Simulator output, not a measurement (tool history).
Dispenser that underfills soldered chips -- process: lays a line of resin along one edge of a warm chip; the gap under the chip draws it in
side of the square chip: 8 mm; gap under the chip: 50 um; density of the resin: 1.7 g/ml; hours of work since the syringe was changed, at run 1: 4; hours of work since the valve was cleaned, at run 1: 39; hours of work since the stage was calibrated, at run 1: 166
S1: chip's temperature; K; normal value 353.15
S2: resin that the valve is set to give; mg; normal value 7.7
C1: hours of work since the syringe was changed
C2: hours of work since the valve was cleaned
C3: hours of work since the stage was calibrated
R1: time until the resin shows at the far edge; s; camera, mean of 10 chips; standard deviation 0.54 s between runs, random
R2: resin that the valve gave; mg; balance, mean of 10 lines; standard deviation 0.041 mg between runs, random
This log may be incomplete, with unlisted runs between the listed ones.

| run | hour | S1 | S2 | C1 | C2 | C3 | R1 | R2 |
|---|---|---|---|---|---|---|---|---|
| 1 | 0 | 353.15 | 7.7 | 4 | 39 | 166 | 50.1 | 7.56 |
| 2 | 6.4 | 339.15 | 7.7 | 8 | 43 | 170 | 103.3 | 7.54 |
|  | 10.6 | new syringe of resin |
| 3 | 13.2 | 339.15 | 7.7 | 2 | 47 | 174 | 81.6 | 7.53 |
| 4 | 20.1 | 353.15 | 6.77 | 6 | 51 | 178 | 53.9 | 6.57 |
| 5 | 26.1 | 353.15 | 7.7 | 9 | 55 | 182 | 57.7 | 7.54 |
|  | 29.1 | new syringe of resin |
| 6 | 37.6 | 353.15 | 7.7 | 5 | 61 | 189 | 51.5 | 7.42 |
|  | 47 | new syringe of resin |
| 7 | 50.4 | 353.15 | 8.7 | 2 | 69 | 196 | 45.5 | 8.42 |
| 8 | 61.9 | 353.15 | 8.7 | 9 | 76 | 203 | 57.4 | 8.34 |
|  | 65.6 | new syringe of resin |
| 9 | 74.5 | 353.15 | 8.7 | 5 | 83 | 211 | 49.9 | 8.37 |
| 10 | 82.5 | 353.15 | 8.7 | 10 | 88 | 216 | 59.6 | 8.33 |
|  | 83.7 | new syringe of resin |
| 11 | 91.4 | 353.15 | 8.7 | 5 | 93 | 221 | 49.1 | 8.28 |
|  | 101.9 | new syringe of resin |
| 12 | 104.5 | 353.15 | 8.7 | 2 | 101 | 228 | 44.3 | 8.27 |
|  | 108.3 | dispensing valve cleaned and set on the balance |
| 13 | 116.1 | 353.15 | 8.7 | 8 | 5 | 235 | 55.1 | 8.65 |
|  | 120.9 | new syringe of resin |
| 14 | 123.7 | 353.15 | 8.7 | 2 | 9 | 239 | 43.8 | 8.6 |
| 15 | 134.7 | 353.15 | 8.7 | 8 | 16 | 246 | 52.9 | 8.63 |
|  | 138.8 | new syringe of resin |
| 16 | 140.4 | 353.15 | 8.13 | 1 | 19 | 249 | 43.2 | 8.03 |
| 17 | 148.4 | 353.15 | 8.13 | 6 | 24 | 254 | 50.4 | 8.08 |
|  | 157.2 | new syringe of resin |
| 18 | 158.9 | 353.15 | 8.13 | 1 | 30 | 260 | 44.1 | 8 |
| 19 | 168 | 351.15 | 9.27 | 7 | 36 | 266 | 55.1 | 9.09 |
|  | 175.6 | new syringe of resin |
| 20 | 179.4 | 344.15 | 7.91 | 2 | 42 | 272 | 67.2 | 7.69 |
| 21 | 186.2 | 344.15 | 9.35 | 6 | 46 | 277 | 73.1 | 9.1 |
|  | 193.8 | new syringe of resin |
| 22 | 197.3 | 354.15 | 9.04 | 2 | 53 | 283 | 42 | 8.87 |
| 23 | 202.8 | 356.15 | 7.76 | 5 | 56 | 286 | 44.5 | 7.5 |
| 24 | 210.6 | 345.15 | 7.27 | 10 | 61 | 291 | 83.8 | 6.99 |
|  | 211.9 | new syringe of resin |
| 25 | 220.7 | 345.15 | 7.27 | 5 | 67 | 297 | 71.4 | 7.1 |
|  | 229.8 | new syringe of resin |
| 26 | 234.3 | 365.15 | 7.92 | 3 | 75 | 305 | 27.3 | 7.68 |
| 27 | 246.1 | 366.15 | 7.92 | 10 | 82 | 312 | 33.7 | 7.64 |
|  | 247.9 | new syringe of resin |
| 28 | 255.5 | 366.15 | 7.92 | 5 | 88 | 318 | 28.6 | 7.58 |
| 29 | 261 | 366.15 | 7.59 | 8 | 91 | 321 | 32.2 | 7.16 |
|  | 265.8 | new syringe of resin |
| 30 | 269.3 | 366.15 | 7.59 | 2 | 96 | 326 | 26.8 | 7.28 |
| 31 | 280 | 366.15 | 7.59 | 9 | 102 | 332 | 33.7 | 7.27 |
|  | 282.1 | dispensing valve cleaned and set on the balance |
|  | 285.1 | new syringe of resin |
| 32 | 291.4 | 341.15 | 6.62 | 4 | 5 | 338 | 79.1 | 6.63 |
| 33 | 299.2 | 352.15 | 6.99 | 9 | 10 | 343 | 57.3 | 6.99 |
|  | 302.9 | new syringe of resin |
| 34 | 307.5 | 367.15 | 6.91 | 3 | 15 | 348 | 27.3 | 6.83 |
| 35 | 314.4 | 358.15 | 7.56 | 7 | 19 | 352 | 42.8 | 7.47 |
|  | 320.9 | new syringe of resin |
| 36 | 326.3 | 350.15 | 9.88 | 3 | 26 | 359 | 48.7 | 9.78 |

Predict each of these 3 candidate next runs independently; none follows another, all start after run 36:
| A | 337.6 | 357.15 | 7.12 | 10 | 33 | 366 | ? | ? |
| B | 337.6 | 350.15 | 8.66 | 10 | 33 | 366 | ? | ? |
| C | 337.6 | 343.15 | 7.42 | 10 | 33 | 366 | ? | ? |

| run | R1 | R2 |
|---|---|---|
| A | 48.8 | 7.01 |
| B | 62.8 | 8.57 |
| C | 87.5 | 7.3 |
Take away the tool's hidden state, keep each run's random variation, and the runs would have read:
| run | R1 | R2 |
|---|---|---|
| A | 38.8 | 7.12 |
| B | 50.3 | 8.71 |
| C | 70 | 7.42 |
